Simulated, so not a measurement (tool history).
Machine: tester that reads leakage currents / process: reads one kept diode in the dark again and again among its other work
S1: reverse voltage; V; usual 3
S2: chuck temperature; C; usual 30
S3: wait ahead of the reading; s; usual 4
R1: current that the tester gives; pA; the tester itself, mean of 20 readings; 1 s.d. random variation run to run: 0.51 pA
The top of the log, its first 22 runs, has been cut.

run,day,S1,S2,S3,R1
23,72.304,17.64,29,0.38,369.69
24,76.367,12.62,30,1,332.07
25,78.725,3,57,1.09,1047.99
26,82.454,2.89,57,1.96,1020.76
# day 83.488: chuck's temperature calibrated
27,86.458,3,25,9.71,115.67
28,89.962,3,30,0.46,170.33
29,93.7,3,21,0.46,86.84
30,97.079,3,21,0.46,86.52
# day 101.146: tester calibrated
31,101.654,3,21,0.46,86.81
32,105.058,1.67,31,4,138.22
33,108.808,3,48,1.03,589.59
34,111.071,1.85,30,4,134.82
35,113.908,15.74,38,1.71,648.79
36,117.946,3,24,4,107.75
37,120.542,6.88,30,2.12,248.91
38,124.075,14.95,30,0.58,360.07
39,127.712,14.95,30,0.58,363.75
40,131.188,3.72,33,0.71,232.98
41,134.138,2.13,31,3.15,155

Consider 3 possible next runs. They are alternatives, not a sequence: every one starts from the tool as it was left by run 41. What does each give?
A,137.262,2.13,31,2.62,?
B,137.262,3,27,0.44,?
C,137.262,13,29,5.75,?

run,R1
A,154.77
B,136.92
C,311.62
What these runs would have given with no unlogged condition in the tool:
run,R1
A,154.79
B,136.92
C,311.52

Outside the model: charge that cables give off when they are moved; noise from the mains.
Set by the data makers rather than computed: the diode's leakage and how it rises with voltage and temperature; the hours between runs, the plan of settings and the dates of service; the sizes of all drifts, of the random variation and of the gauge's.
